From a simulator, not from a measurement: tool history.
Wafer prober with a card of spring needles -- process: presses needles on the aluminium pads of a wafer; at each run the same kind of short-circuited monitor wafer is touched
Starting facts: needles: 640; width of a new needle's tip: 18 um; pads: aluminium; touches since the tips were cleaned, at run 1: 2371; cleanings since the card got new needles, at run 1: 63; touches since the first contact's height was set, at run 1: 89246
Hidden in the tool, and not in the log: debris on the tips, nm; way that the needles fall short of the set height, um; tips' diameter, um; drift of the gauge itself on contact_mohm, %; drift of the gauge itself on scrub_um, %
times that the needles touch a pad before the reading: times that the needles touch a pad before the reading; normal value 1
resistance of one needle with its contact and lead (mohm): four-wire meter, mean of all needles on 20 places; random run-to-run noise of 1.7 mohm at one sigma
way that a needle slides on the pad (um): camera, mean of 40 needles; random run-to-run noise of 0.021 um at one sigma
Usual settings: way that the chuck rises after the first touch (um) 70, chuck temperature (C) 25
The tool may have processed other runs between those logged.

run   hour  way that the chuck rises after the first touch (um)  chuck temperature (C)  times that the needles touch a pad before the reading  touches since the tips were cleaned  cleanings since the card got new needles  touches since the first contact's height was set  resistance of one needle with its contact and lead (mohm)  way that a needle slides on the pad (um)
  1    0.0                                                   70                     25                                                      1                                 2371                                        63                                             89246                                                        175                                     10.12
      10.3  -- tips cleaned on abrasive film
      26.4  -- tips cleaned on abrasive film
  2   26.4                                                   70                     25                                                      1                                    0                                        65                                            102265                                                        179                                     10.11
      42.1  -- tips cleaned on abrasive film
      57.2  -- tips cleaned on abrasive film
  3   68.8                                                   70                     33                                                      1                                 5800                                        67                                            123285                                                        183                                     10.08
      71.7  -- tips cleaned on abrasive film
      89.1  -- tips cleaned on abrasive film
  4   96.4                                                   70                     33                                                      1                                 3615                                        69                                            136899                                                        180                                     10.11
     105.1  -- tips cleaned on abrasive film
     120.6  -- tips cleaned on abrasive film
  5  126.8                                                   70                     33                                                      1                                 3081                                        71                                            151909                                                        181                                     10.05
     135.9  -- tips cleaned on abrasive film
  6  148.6                                                   70                     33                                                      1                                 6283                                        72                                            162691                                                        177                                     10.05
     150.8  -- tips cleaned on abrasive film
     167.2  -- tips cleaned on abrasive film
  7  180.2                                                   70                     33                                                      1                                 6509                                        74                                            178347                                                        180                                     10.01
     182.9  -- tips cleaned on abrasive film
     199.4  -- tips cleaned on abrasive film
  8  200.6                                                   70                     54                                                      1                                  634                                        76                                            188390                                                        182                                     10.03
     214.7  -- tips cleaned on abrasive film
     229.0  -- tips cleaned on abrasive film
  9  237.2                                                   58                     44                                                      1                                 4098                                        78                                            206499                                                        186                                      8.26

Predict the results of run 10:
     243.5  -- tips cleaned on abrasive film
     257.6  -- tips cleaned on abrasive film
     270.6  -- height of the first contact set anew
     273.0  -- tips cleaned on abrasive film
 10  273.0                                                   79                     38                                                      2                                    0                                        81                                              1125                                                          ?                                         ?

resistance of one needle with its contact and lead (mohm): 182
way that a needle slides on the pad (um): 11.25
With the hidden condition absent and the run-to-run variation left alone, this run would have shown resistance of one needle with its contact and lead (mohm) 182, way that a needle slides on the pad (um) 11.45.
